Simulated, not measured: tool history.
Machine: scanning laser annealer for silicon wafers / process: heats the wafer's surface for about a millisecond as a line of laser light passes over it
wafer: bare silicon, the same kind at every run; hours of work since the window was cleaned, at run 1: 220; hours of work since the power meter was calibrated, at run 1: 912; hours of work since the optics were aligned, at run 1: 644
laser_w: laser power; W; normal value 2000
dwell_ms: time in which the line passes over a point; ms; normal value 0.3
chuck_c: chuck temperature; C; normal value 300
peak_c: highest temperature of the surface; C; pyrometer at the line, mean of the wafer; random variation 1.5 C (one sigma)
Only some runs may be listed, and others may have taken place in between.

run   hour  laser_w  dwell_ms  chuck_c  hours of work since the window was cleaned  hours of work since the power meter was calibrated  hours of work since the optics were aligned  peak_c
  1      0     2000       0.3      300                                         220                                                 912                                          644    1084
  2   31.8     2000       0.3      300                                         243                                                 935                                          668    1085
  3   68.5     2000     0.317      300                                         270                                                 962                                          694    1111
  4   99.9     2000     0.317      300                                         293                                                 985                                          717    1108
  5  127.2     2000     0.229      300                                         313                                                1005                                          737     976
  6  160.7     2000       0.3      300                                         337                                                1029                                          762    1080
  7    196     2000       0.3      300                                         363                                                1055                                          787    1083
  8  229.5     2000       0.3      300                                         387                                                1079                                          812    1079
  9  260.5     2000       0.3      300                                         410                                                1102                                          835    1077
 10  290.8     2000       0.3      300                                         432                                                1124                                          857    1078
 11  326.2     2000       0.3      300                                         458                                                1150                                          882    1080
 12  365.5     2000       0.3      300                                         487                                                1179                                          911    1078
     386.8  -- optics aligned, line set to its width
 13  409.8     2000     0.353      300                                         515                                                1207                                           17    1157
 14  439.2     2000     0.353      300                                         537                                                1229                                           38    1156
 15  462.6     1791     0.372      300                                         554                                                1246                                           55    1091
       496  -- window over the wafer cleaned
 16    505     1862     0.277      316                                           7                                                1275                                           85    1026
 17  541.9     2000     0.244      332                                          34                                                1302                                          112    1040
 18    569     2079     0.284      270                                          53                                                1322                                          132    1069
 19  601.3     1989     0.284      307                                          77                                                1346                                          155    1074
 20  638.7     1989     0.284      307                                         104                                                1373                                          182    1071
 21  661.2     2168     0.259      279                                         121                                                1389                                          199    1068
 22  686.1     2054     0.262      313                                         139                                                1407                                          217    1065
 23  722.3     1752     0.351      320                                         165                                                1434                                          243    1078
 24  749.3     2000       0.3      330                                         185                                                1454                                          263    1118
 25  772.8     2000       0.3      330                                         202                                                1471                                          280    1118
 26  793.7     2138     0.231      275                                         217                                                1486                                          296    1003
 27  821.4     2138     0.231      275                                         238                                                1506                                          316    1002

5 ways to go on from here, each from the tool as it stands after run 27. What would each give?
  A  840.7     2095     0.223      294                                         252                                                1520                                          330       ?
  B  840.7     2045     0.336      270                                         252                                                1520                                          330       ?
  C  840.7     2117     0.261      306                                         252                                                1520                                          330       ?
  D  840.7     1733     0.222      334                                         252                                                1520                                          330       ?
  E  840.7     2000     0.307      271                                         252                                                1520                                          330       ?

run  peak_c
  A     996
  B    1124
  C    1076
  D     912
  E    1070
The same runs, with their run-to-run variation unchanged, on a tool lacking any hidden condition would have given:
run  peak_c
  A    1004
  B    1134
  C    1085
  D     919
  E    1080
